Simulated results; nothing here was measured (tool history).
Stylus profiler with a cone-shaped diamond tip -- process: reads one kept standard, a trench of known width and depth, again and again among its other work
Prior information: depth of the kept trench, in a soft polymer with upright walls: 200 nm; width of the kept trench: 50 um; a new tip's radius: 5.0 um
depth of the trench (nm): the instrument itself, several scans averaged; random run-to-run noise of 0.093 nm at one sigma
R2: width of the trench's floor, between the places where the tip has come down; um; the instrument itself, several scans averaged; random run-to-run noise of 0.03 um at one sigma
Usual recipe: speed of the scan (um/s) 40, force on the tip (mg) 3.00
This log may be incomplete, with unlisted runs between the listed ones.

Run 1, hour 0.0: usual settings. Result: depth of the trench (nm) 201.33, R2 46.74 um.
Run 2, hour 30.2: usual settings but speed of the scan (um/s) 18. Result: depth of the trench (nm) 201.74, R2 46.81 um.
Run 3, hour 85.3: usual settings but speed of the scan (um/s) 18. Result: depth of the trench (nm) 201.56, R2 46.77 um.
Run 4, hour 132.7: usual settings but speed of the scan (um/s) 18. Result: depth of the trench (nm) 201.46, R2 46.78 um.
Run 5, hour 165.1: usual settings but speed of the scan (um/s) 18. Result: depth of the trench (nm) 201.73, R2 46.74 um.
Run 6, hour 220.3: usual settings. Result: depth of the trench (nm) 201.66, R2 46.73 um.
Run 7, hour 262.4: usual settings. Result: depth of the trench (nm) 201.62, R2 46.70 um.
Run 8, hour 296.3: usual settings. Result: depth of the trench (nm) 201.62, R2 46.73 um.
At hour 299.5: height scale calibrated on a step standard.
Run 9, hour 329.5: usual settings but force on the tip (mg) 2.14. Result: depth of the trench (nm) 201.39, R2 46.65 um.
Run 10, hour 370.7: usual settings but force on the tip (mg) 2.14. Result: depth of the trench (nm) 201.50, R2 46.64 um.
Run 11, hour 400.8: usual settings but force on the tip (mg) 2.14. Result: depth of the trench (nm) 201.60, R2 46.70 um.
Run 12, hour 439.2: usual settings but speed of the scan (um/s) 41. Result: depth of the trench (nm) 201.72, R2 46.64 um.
At hour 499.8: height scale calibrated on a step standard, once more.
Run 13, hour 500.9: usual settings. Result: depth of the trench (nm) 201.15, R2 46.69 um.
Run 14, hour 540.2: usual settings but force on the tip (mg) 2.58. Result: depth of the trench (nm) 201.26, R2 46.60 um.
Run 15, hour 570.4: usual settings but speed of the scan (um/s) 16, force on the tip (mg) 4.44. Result: depth of the trench (nm) 201.64, R2 46.75 um.
Run 16, hour 624.1: usual settings but speed of the scan (um/s) 36. Result: depth of the trench (nm) 201.07, R2 46.60 um.
Run 17, hour 677.1: usual settings but speed of the scan (um/s) 91, force on the tip (mg) 7.67. Result: depth of the trench (nm) 202.34, R2 46.52 um.
Run 18, hour 713.6: usual settings but speed of the scan (um/s) 70, force on the tip (mg) 7.67. Result: depth of the trench (nm) 202.32, R2 46.56 um.
Run 19, hour 761.3: usual settings but speed of the scan (um/s) 105, force on the tip (mg) 7.67. Result: depth of the trench (nm) 202.41, R2 46.53 um.
Run 20, hour 799.1: usual settings but speed of the scan (um/s) 37, force on the tip (mg) 7.67. Result: depth of the trench (nm) 202.34, R2 46.62 um.
Run 21, hour 857.5: usual settings but speed of the scan (um/s) 14, force on the tip (mg) 4.58. Result: depth of the trench (nm) 201.61, R2 46.63 um.
Run 22, hour 914.9: usual settings but speed of the scan (um/s) 14, force on the tip (mg) 3.76. Result: depth of the trench (nm) 201.62, R2 46.63 um.
Run 23, hour 972.0: usual settings but speed of the scan (um/s) 30, force on the tip (mg) 5.62. Result: depth of the trench (nm) 202.10, R2 46.58 um.
Run 24, hour 1025.2: usual settings but speed of the scan (um/s) 30, force on the tip (mg) 5.62. Result: depth of the trench (nm) 202.00, R2 46.59 um.
Run 25, hour 1068.3: usual settings but speed of the scan (um/s) 30, force on the tip (mg) 5.62. Result: depth of the trench (nm) 202.03, R2 46.62 um.
Run 26, hour 1107.5: usual settings but force on the tip (mg) 3.92. Result: depth of the trench (nm) 201.59, R2 46.51 um.

Each row is a separate what-if for the run after 26, all from the same tool condition, not one after another. Results?
Run A, hour 1150.4: usual settings but force on the tip (mg) 3.92. Result: depth of the trench (nm) ?, R2 ?.
Run B, hour 1150.4: usual settings but speed of the scan (um/s) 27, force on the tip (mg) 3.92. Result: depth of the trench (nm) ?, R2 ?.
Run C, hour 1150.4: usual settings but speed of the scan (um/s) 93, force on the tip (mg) 7.69. Result: depth of the trench (nm) ?, R2 ?.
Run D, hour 1150.4: usual settings but speed of the scan (um/s) 44, force on the tip (mg) 4.65. Result: depth of the trench (nm) ?, R2 ?.

run  depth of the trench (nm)     R2
  A                    201.50  46.53
  B                    201.62  46.56
  C                    202.54  46.44
  D                    201.89  46.48
Had the tool no hidden state, the same runs would have come out as:
run  depth of the trench (nm)     R2
  A                    201.39  47.10
  B                    201.51  47.13
  C                    202.43  47.01
  D                    201.78  47.05

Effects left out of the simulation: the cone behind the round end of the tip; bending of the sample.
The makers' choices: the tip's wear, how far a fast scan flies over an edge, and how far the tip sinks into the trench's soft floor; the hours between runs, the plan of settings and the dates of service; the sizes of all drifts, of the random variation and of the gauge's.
